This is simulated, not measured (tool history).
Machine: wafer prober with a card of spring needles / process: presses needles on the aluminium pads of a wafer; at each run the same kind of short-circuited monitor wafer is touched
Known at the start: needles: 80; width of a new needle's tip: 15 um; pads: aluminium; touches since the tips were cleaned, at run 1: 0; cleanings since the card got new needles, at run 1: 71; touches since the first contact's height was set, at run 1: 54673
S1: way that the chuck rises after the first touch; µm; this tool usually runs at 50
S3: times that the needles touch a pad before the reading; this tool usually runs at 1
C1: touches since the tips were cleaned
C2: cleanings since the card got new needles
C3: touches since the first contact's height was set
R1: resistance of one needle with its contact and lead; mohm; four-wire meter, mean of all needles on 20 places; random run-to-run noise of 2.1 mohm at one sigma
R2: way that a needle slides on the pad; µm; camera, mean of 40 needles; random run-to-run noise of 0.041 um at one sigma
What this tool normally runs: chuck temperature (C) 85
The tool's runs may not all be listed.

run 1 hour=0.0 | S1=50 chuck_temperature_(C)=85 S3=1 | C1=0 C2=71 C3=54673 | R1=241 R2=11.02
-- hour=4.7 tips cleaned on abrasive film
-- hour=8.5 tips cleaned on abrasive film
-- hour=12.4 tips cleaned on abrasive film
-- hour=16.2 tips cleaned on abrasive film
-- hour=20.9 tips cleaned on abrasive film
-- hour=24.7 tips cleaned on abrasive film
-- hour=28.5 tips cleaned on abrasive film
run 2 hour=30.3 | S1=57 chuck_temperature_(C)=85 S3=1 | C1=1290 C2=78 C3=76083 | R1=294 R2=12.35
-- hour=33.2 tips cleaned on abrasive film
-- hour=37.0 tips cleaned on abrasive film
-- hour=38.2 height of the first contact set anew
-- hour=41.1 tips cleaned on abrasive film
-- hour=45.9 tips cleaned on abrasive film
-- hour=49.7 tips cleaned on abrasive film
-- hour=53.5 tips cleaned on abrasive film
-- hour=58.2 tips cleaned on abrasive film
run 3 hour=61.0 | S1=50 chuck_temperature_(C)=85 S3=2 | C1=1998 C2=85 C3=16083 | R1=294 R2=11.21
-- hour=62.9 tips cleaned on abrasive film
-- hour=66.7 tips cleaned on abrasive film
-- hour=70.6 tips cleaned on abrasive film
-- hour=73.4 tips cleaned on abrasive film, once more
-- hour=77.3 tips cleaned on abrasive film
-- hour=82.0 tips cleaned on abrasive film
-- hour=85.8 tips cleaned on abrasive film
run 4 hour=86.0 | S1=50 chuck_temperature_(C)=85 S3=1 | C1=153 C2=92 C3=33674 | R1=252 R2=11.16
-- hour=89.8 tips cleaned on abrasive film
-- hour=93.6 tips cleaned on abrasive film
-- hour=98.4 tips cleaned on abrasive film
-- hour=102.2 tips cleaned on abrasive film
-- hour=106.0 tips cleaned on abrasive film
-- hour=110.7 tips cleaned on abrasive film
run 5 hour=112.1 | S1=50 chuck_temperature_(C)=39 S3=1 | C1=955 C2=98 C3=52069 | R1=304 R2=11.08
-- hour=114.9 tips cleaned on abrasive film
-- hour=119.7 tips cleaned on abrasive film
-- hour=123.5 tips cleaned on abrasive film
-- hour=128.2 tips cleaned on abrasive film
-- hour=132.0 tips cleaned on abrasive film
-- hour=136.8 tips cleaned on abrasive film
-- hour=141.5 tips cleaned on abrasive film
-- hour=146.3 tips cleaned on abrasive film
-- hour=151.0 tips cleaned on abrasive film
run 6 hour=152.2 | S1=50 chuck_temperature_(C)=85 S3=1 | C1=859 C2=107 C3=80426 | R1=306 R2=10.82
-- hour=154.3 height of the first contact set anew
-- hour=155.4 tips cleaned on abrasive film
-- hour=159.2 tips cleaned on abrasive film
-- hour=163.0 tips cleaned on abrasive film
-- hour=166.8 tips cleaned on abrasive film
-- hour=170.6 tips cleaned on abrasive film
-- hour=175.4 tips cleaned on abrasive film
-- hour=179.2 tips cleaned on abrasive film
-- hour=183.9 tips cleaned on abrasive film
-- hour=188.6 tips cleaned on abrasive film
run 7 hour=191.7 | S1=50 chuck_temperature_(C)=85 S3=2 | C1=2208 C2=116 C3=26353 | R1=303 R2=11.15
-- hour=192.7 tips cleaned on abrasive film
-- hour=197.5 tips cleaned on abrasive film
-- hour=202.2 tips cleaned on abrasive film
-- hour=206.0 tips cleaned on abrasive film
-- hour=210.7 tips cleaned on abrasive film
-- hour=214.6 tips cleaned on abrasive film
-- hour=218.4 tips cleaned on abrasive film
run 8 hour=219.1 | S1=50 chuck_temperature_(C)=93 S3=2 | C1=496 C2=123 C3=45628 | R1=269 R2=11.02
-- hour=222.9 tips cleaned on abrasive film
-- hour=226.7 tips cleaned on abrasive film
-- hour=231.4 tips cleaned on abrasive film
-- hour=236.2 tips cleaned on abrasive film
-- hour=240.0 tips cleaned on abrasive film
-- hour=243.8 tips cleaned on abrasive film
run 9 hour=245.1 | S1=50 chuck_temperature_(C)=85 S3=1 | C1=959 C2=129 C3=64025 | R1=319 R2=10.94
-- hour=248.0 tips cleaned on abrasive film
-- hour=251.8 tips cleaned on abrasive film
-- hour=256.5 tips cleaned on abrasive film
-- hour=261.3 tips cleaned on abrasive film
-- hour=266.0 tips cleaned on abrasive film
-- hour=269.8 tips cleaned on abrasive film
-- hour=270.1 height of the first contact set anew
-- hour=274.5 tips cleaned on abrasive film
run 10 hour=274.5 | S1=50 chuck_temperature_(C)=73 S3=1 | C1=0 C2=136 C3=3108 | R1=241 R2=11.36
-- hour=279.3 tips cleaned on abrasive film
-- hour=284.0 tips cleaned on abrasive film
-- hour=287.8 tips cleaned on abrasive film
-- hour=291.6 tips cleaned on abrasive film
-- hour=295.4 tips cleaned on abrasive film
run 11 hour=297.2 | S1=50 chuck_temperature_(C)=47 S3=1 | C1=1251 C2=141 C3=19114 | R1=328 R2=11.21
-- hour=300.0 tips cleaned on abrasive film
-- hour=303.9 tips cleaned on abrasive film
-- hour=307.7 tips cleaned on abrasive film
-- hour=312.4 tips cleaned on abrasive film
-- hour=317.1 tips cleaned on abrasive film
-- hour=321.0 tips cleaned on abrasive film
-- hour=324.8 tips cleaned on abrasive film
run 12 hour=327.6 | S1=50 chuck_temperature_(C)=47 S3=1 | C1=2081 C2=148 C3=40644 | R1=360 R2=11.04
-- hour=328.7 tips cleaned on abrasive film
-- hour=332.5 tips cleaned on abrasive film
-- hour=337.2 tips cleaned on abrasive film
-- hour=342.0 tips cleaned on abrasive film
-- hour=345.8 tips cleaned on abrasive film
run 13 hour=348.3 | S1=51 chuck_temperature_(C)=39 S3=1 | C1=1858 C2=153 C3=55240 | R1=345 R2=11.21
-- hour=350.3 tips cleaned on abrasive film
-- hour=355.0 tips cleaned on abrasive film
-- hour=359.8 tips cleaned on abrasive film
-- hour=364.5 tips cleaned on abrasive film
-- hour=368.3 tips cleaned on abrasive film
-- hour=380.3 card fitted with new needles
-- hour=384.1 tips cleaned on abrasive film
-- hour=387.9 tips cleaned on abrasive film
-- hour=392.7 tips cleaned on abrasive film
run 14 hour=393.5 | S1=48 chuck_temperature_(C)=26 S3=2 | C1=620 C2=3 C3=9340 | R1=231 R2=10.87
-- hour=397.3 tips cleaned on abrasive film
-- hour=401.2 tips cleaned on abrasive film
-- hour=405.0 tips cleaned on abrasive film
-- hour=409.7 tips cleaned on abrasive film
-- hour=413.5 tips cleaned on abrasive film
-- hour=417.3 tips cleaned on abrasive film
run 15 hour=420.2 | S1=48 chuck_temperature_(C)=26 S3=2 | C1=2045 C2=9 C3=28153 | R1=262 R2=10.68
-- hour=421.2 tips cleaned on abrasive film
-- hour=425.0 tips cleaned on abrasive film
-- hour=428.8 tips cleaned on abrasive film
-- hour=432.6 tips cleaned on abrasive film
-- hour=437.3 tips cleaned on abrasive film
-- hour=441.2 tips cleaned on abrasive film
-- hour=445.0 tips cleaned on abrasive film
run 16 hour=445.5 | S1=48 chuck_temperature_(C)=70 S3=2 | C1=394 C2=16 C3=45976 | R1=247 R2=10.61
-- hour=449.3 tips cleaned on abrasive film
-- hour=454.1 tips cleaned on abrasive film
-- hour=457.9 tips cleaned on abrasive film
-- hour=462.6 tips cleaned on abrasive film
-- hour=467.3 tips cleaned on abrasive film
-- hour=471.2 tips cleaned on abrasive film
run 17 hour=472.6 | S1=48 chuck_temperature_(C)=70 S3=2 | C1=1035 C2=22 C3=65121 | R1=263 R2=10.44
-- hour=475.5 tips cleaned on abrasive film
-- hour=480.2 tips cleaned on abrasive film
-- hour=485.0 tips cleaned on abrasive film
-- hour=488.8 tips cleaned on abrasive film
-- hour=493.5 tips cleaned on abrasive film
-- hour=495.7 height of the first contact set anew
-- hour=497.6 tips cleaned on abrasive film
-- hour=502.4 tips cleaned on abrasive film
-- hour=507.1 tips cleaned on abrasive film
-- hour=511.8 tips cleaned on abrasive film
run 18 hour=514.1 | S1=50 chuck_temperature_(C)=85 S3=2 | C1=1651 C2=31 C3=13053 | R1=270 R2=11.32
-- hour=516.1 tips cleaned on abrasive film
-- hour=519.9 tips cleaned on abrasive film
-- hour=524.6 tips cleaned on abrasive film
-- hour=529.4 tips cleaned on abrasive film
-- hour=533.2 tips cleaned on abrasive film
-- hour=537.9 tips cleaned on abrasive film
run 19 hour=539.6 | S1=33 chuck_temperature_(C)=51 S3=2 | C1=1237 C2=37 C3=31057 | R1=313 R2=7.27

Here are 4 independent what-if runs from the current tool condition. What would each one return?
-- hour=542.5 tips cleaned on abrasive film
-- hour=547.2 tips cleaned on abrasive film
-- hour=551.1 tips cleaned on abrasive film
-- hour=554.9 tips cleaned on abrasive film
-- hour=559.6 tips cleaned on abrasive film
-- hour=564.3 tips cleaned on abrasive film
-- hour=569.1 tips cleaned on abrasive film
-- hour=573.8 tips cleaned on abrasive film
-- hour=577.6 tips cleaned on abrasive film
-- hour=581.4 tips cleaned on abrasive film
run A hour=583.4 | S1=33 chuck_temperature_(C)=51 S3=2 | C1=1419 C2=47 C3=61987 | R1=? R2=?
-- hour=542.5 tips cleaned on abrasive film
-- hour=547.2 tips cleaned on abrasive film
-- hour=551.1 tips cleaned on abrasive film
-- hour=554.9 tips cleaned on abrasive film
-- hour=559.6 tips cleaned on abrasive film
-- hour=564.3 tips cleaned on abrasive film
-- hour=569.1 tips cleaned on abrasive film
-- hour=573.8 tips cleaned on abrasive film
-- hour=577.6 tips cleaned on abrasive film
-- hour=581.4 tips cleaned on abrasive film
run B hour=583.4 | S1=48 chuck_temperature_(C)=95 S3=2 | C1=1419 C2=47 C3=61987 | R1=? R2=?
-- hour=542.5 tips cleaned on abrasive film
-- hour=547.2 tips cleaned on abrasive film
-- hour=551.1 tips cleaned on abrasive film
-- hour=554.9 tips cleaned on abrasive film
-- hour=559.6 tips cleaned on abrasive film
-- hour=564.3 tips cleaned on abrasive film
-- hour=569.1 tips cleaned on abrasive film
-- hour=573.8 tips cleaned on abrasive film
-- hour=577.6 tips cleaned on abrasive film
-- hour=581.4 tips cleaned on abrasive film
run C hour=583.4 | S1=33 chuck_temperature_(C)=29 S3=2 | C1=1419 C2=47 C3=61987 | R1=? R2=?
-- hour=542.5 tips cleaned on abrasive film
-- hour=547.2 tips cleaned on abrasive film
-- hour=551.1 tips cleaned on abrasive film
-- hour=554.9 tips cleaned on abrasive film
-- hour=559.6 tips cleaned on abrasive film
-- hour=564.3 tips cleaned on abrasive film
-- hour=569.1 tips cleaned on abrasive film
-- hour=573.8 tips cleaned on abrasive film
-- hour=577.6 tips cleaned on abrasive film
-- hour=581.4 tips cleaned on abrasive film
run D hour=583.4 | S1=50 chuck_temperature_(C)=62 S3=1 | C1=1419 C2=47 C3=61987 | R1=? R2=?

run=A R1=330 R2=7.06
run=B R1=282 R2=10.55
run=C R1=330 R2=7.05
run=D R1=298 R2=10.97
Take away the tool's hidden state, keep each run's random variation, and the runs would have read:
run=A R1=230 R2=7.46
run=B R1=235 R2=10.95
run=C R1=226 R2=7.45
run=D R1=224 R2=11.37
